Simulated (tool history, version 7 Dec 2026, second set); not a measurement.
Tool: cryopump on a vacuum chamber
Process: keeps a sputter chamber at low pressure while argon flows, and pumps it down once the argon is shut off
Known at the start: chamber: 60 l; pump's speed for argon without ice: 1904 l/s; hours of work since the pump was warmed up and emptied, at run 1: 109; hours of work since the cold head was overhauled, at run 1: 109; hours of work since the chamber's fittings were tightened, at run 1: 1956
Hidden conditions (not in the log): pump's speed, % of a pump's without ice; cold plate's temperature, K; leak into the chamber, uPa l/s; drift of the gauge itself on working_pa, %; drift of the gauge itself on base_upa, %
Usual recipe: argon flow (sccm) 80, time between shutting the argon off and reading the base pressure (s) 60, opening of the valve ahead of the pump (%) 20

run,hour,argon flow (sccm),time between shutting the argon off and reading the base pressure (s),opening of the valve ahead of the pump (%),hours of work since the pump was warmed up and emptied,hours of work since the cold head was overhauled,hours of work since the chamber's fittings were tightened,pressure while argon flows (Pa),pressure after the wait (uPa)
1,0.0,80,60,20,109,109,1956,0.3585,1.62
2,30.5,80,60,53,131,131,1978,0.1370,1.67
3,60.8,80,60,20,153,153,2000,0.3584,1.69
4,95.2,80,60,20,178,178,2025,0.3588,1.71
5,111.0,80,60,20,190,190,2037,0.3610,1.75
6,134.8,80,78,20,207,207,2054,0.3598,1.55
7,168.5,140,60,20,232,232,2079,0.6291,1.77
8,189.8,140,60,20,248,248,2095,0.6343,1.76
9,217.0,140,60,20,267,267,2114,0.6302,1.79
10,236.4,140,60,20,282,282,2129,0.6303,1.79
11,266.1,140,60,20,303,303,2150,0.6297,1.79
12,293.2,80,60,20,323,323,2170,0.3630,1.79
13,324.5,80,60,20,346,346,2193,0.3622,1.73
14,356.6,80,60,20,369,369,2216,0.3618,1.83
15,372.0,80,60,20,380,380,2227,0.3601,1.82
16,396.2,80,60,20,398,398,2245,0.3633,1.87
17,425.2,93,60,20,419,419,2266,0.4223,1.87
18,451.4,93,60,20,438,438,2285,0.4220,1.89
19,470.3,47,31,30,452,452,2299,0.1444,2.45
20,486.0,47,31,30,464,464,2311,0.1440,2.39
21,517.2,80,24,20,486,486,2333,0.3631,2.79
22,534.7,80,82,34,499,499,2346,0.2171,1.80
23,566.0,113,60,20,522,522,2369,0.5134,1.89
24,581.2,36,50,31,533,533,2380,0.1076,2.11
25,615.9,36,50,31,558,558,2405,0.1075,2.09
26,648.7,36,50,31,582,582,2429,0.1082,2.16
27,678.7,36,50,31,604,604,2451,0.1076,2.12
28,714.3,36,50,31,630,630,2477,0.1086,2.16
29,750.4,36,63,31,656,656,2503,0.1084,1.95
30,776.7,115,63,18,676,676,2523,0.5801,1.99
31,804.5,115,63,18,696,696,2543,0.5850,2.00
32,837.0,115,63,18,720,720,2567,0.5863,2.04
33,870.9,115,189,21,744,744,2591,0.5028,1.66

What if the next run were any one of these 4? Each begins from the tool's condition after run 33:
A,891.0,71,40,50,759,759,2606,?,?
B,891.0,80,40,20,759,759,2606,?,?
C,891.0,54,189,21,759,759,2606,?,?
D,891.0,80,86,25,759,759,2606,?,?

run,pressure while argon flows (Pa),pressure after the wait (uPa)
A,0.1371,2.39
B,0.3688,2.39
C,0.2368,1.67
D,0.2962,1.95
With no hidden state in the tool, these same runs would have given:
run,pressure while argon flows (Pa),pressure after the wait (uPa)
A,0.1258,1.08
B,0.3559,1.07
C,0.2281,0.36
D,0.2834,0.61
